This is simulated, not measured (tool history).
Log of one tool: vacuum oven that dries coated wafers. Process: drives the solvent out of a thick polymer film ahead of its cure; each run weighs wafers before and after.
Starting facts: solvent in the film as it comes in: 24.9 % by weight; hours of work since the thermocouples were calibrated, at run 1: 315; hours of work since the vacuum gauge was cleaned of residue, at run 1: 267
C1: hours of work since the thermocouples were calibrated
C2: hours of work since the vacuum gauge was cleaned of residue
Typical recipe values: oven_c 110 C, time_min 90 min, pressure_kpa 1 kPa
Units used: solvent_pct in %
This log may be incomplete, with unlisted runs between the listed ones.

run 1 day=0 | oven_c=110 time_min=90 pressure_kpa=1 | C1=315 C2=267 | solvent_pct=3.45
run 2 day=1.412 | oven_c=110 time_min=90 pressure_kpa=1 | C1=331 C2=284 | solvent_pct=3.5
run 3 day=2.729 | oven_c=110 time_min=152 pressure_kpa=1 | C1=347 C2=299 | solvent_pct=1.37
run 4 day=4.012 | oven_c=110 time_min=152 pressure_kpa=0.73 | C1=361 C2=314 | solvent_pct=1.19
run 5 day=5.288 | oven_c=110 time_min=152 pressure_kpa=0.73 | C1=376 C2=329 | solvent_pct=1.23
run 6 day=6.612 | oven_c=120 time_min=90 pressure_kpa=1 | C1=392 C2=344 | solvent_pct=1.58
run 7 day=8.058 | oven_c=115 time_min=90 pressure_kpa=1 | C1=408 C2=361 | solvent_pct=2.37
run 8 day=8.846 | oven_c=110 time_min=64 pressure_kpa=1 | C1=418 C2=370 | solvent_pct=5.58
run 9 day=9.808 | oven_c=110 time_min=64 pressure_kpa=1 | C1=429 C2=381 | solvent_pct=5.72
run 10 day=10.733 | oven_c=110 time_min=64 pressure_kpa=1 | C1=439 C2=392 | solvent_pct=5.65
run 11 day=11.742 | oven_c=115 time_min=90 pressure_kpa=1 | C1=451 C2=404 | solvent_pct=2.43
run 12 day=12.8 | oven_c=115 time_min=90 pressure_kpa=1 | C1=463 C2=416 | solvent_pct=2.39
run 13 day=13.721 | oven_c=110 time_min=90 pressure_kpa=1 | C1=474 C2=427 | solvent_pct=3.44
run 14 day=14.967 | oven_c=110 time_min=90 pressure_kpa=1 | C1=489 C2=441 | solvent_pct=3.42
run 15 day=15.642 | oven_c=110 time_min=90 pressure_kpa=1 | C1=496 C2=449 | solvent_pct=3.5
run 16 day=17.108 | oven_c=110 time_min=53 pressure_kpa=1 | C1=513 C2=466 | solvent_pct=7.04
run 17 day=17.717 | oven_c=110 time_min=53 pressure_kpa=1 | C1=521 C2=473 | solvent_pct=6.9
run 18 day=18.6 | oven_c=108 time_min=110 pressure_kpa=1.29 | C1=531 C2=483 | solvent_pct=2.92
run 19 day=19.967 | oven_c=97 time_min=148 pressure_kpa=0.78 | C1=547 C2=499 | solvent_pct=3.88
run 20 day=21.029 | oven_c=97 time_min=61 pressure_kpa=1.06 | C1=559 C2=512 | solvent_pct=10.17
run 21 day=22.283 | oven_c=108 time_min=146 pressure_kpa=0.75 | C1=574 C2=526 | solvent_pct=1.61
run 22 day=23.354 | oven_c=115 time_min=124 pressure_kpa=3.81 | C1=586 C2=539 | solvent_pct=2.51
run 23 day=24.571 | oven_c=117 time_min=77 pressure_kpa=1.57 | C1=600 C2=553 | solvent_pct=2.88
run 24 day=25.458 | oven_c=117 time_min=77 pressure_kpa=1.57 | C1=610 C2=563 | solvent_pct=2.9
run 25 day=26.967 | oven_c=123 time_min=121 pressure_kpa=2.28 | C1=628 C2=581 | solvent_pct=1.04
run 26 day=27.979 | oven_c=111 time_min=141 pressure_kpa=3.53 | C1=640 C2=592 | solvent_pct=2.57

5 ways to go on from here, each from the tool as it stands after run 26. What would each give?
run A day=29.133 | oven_c=111 time_min=90 pressure_kpa=0.62 | C1=653 C2=606 | solvent_pct=?
run B day=29.133 | oven_c=107 time_min=152 pressure_kpa=2.85 | C1=653 C2=606 | solvent_pct=?
run C day=29.133 | oven_c=109 time_min=46 pressure_kpa=0.92 | C1=653 C2=606 | solvent_pct=?
run D day=29.133 | oven_c=111 time_min=97 pressure_kpa=3.53 | C1=653 C2=606 | solvent_pct=?
run E day=29.133 | oven_c=118 time_min=63 pressure_kpa=1.85 | C1=653 C2=606 | solvent_pct=?

run=A solvent_pct=3.03
run=B solvent_pct=2.72
run=C solvent_pct=8.38
run=D solvent_pct=3.99
run=E solvent_pct=3.85
Take away the tool's hidden state, keep each run's random variation, and the runs would have read:
run=A solvent_pct=3.21
run=B solvent_pct=2.84
run=C solvent_pct=8.67
run=D solvent_pct=4.19
run=E solvent_pct=4.07
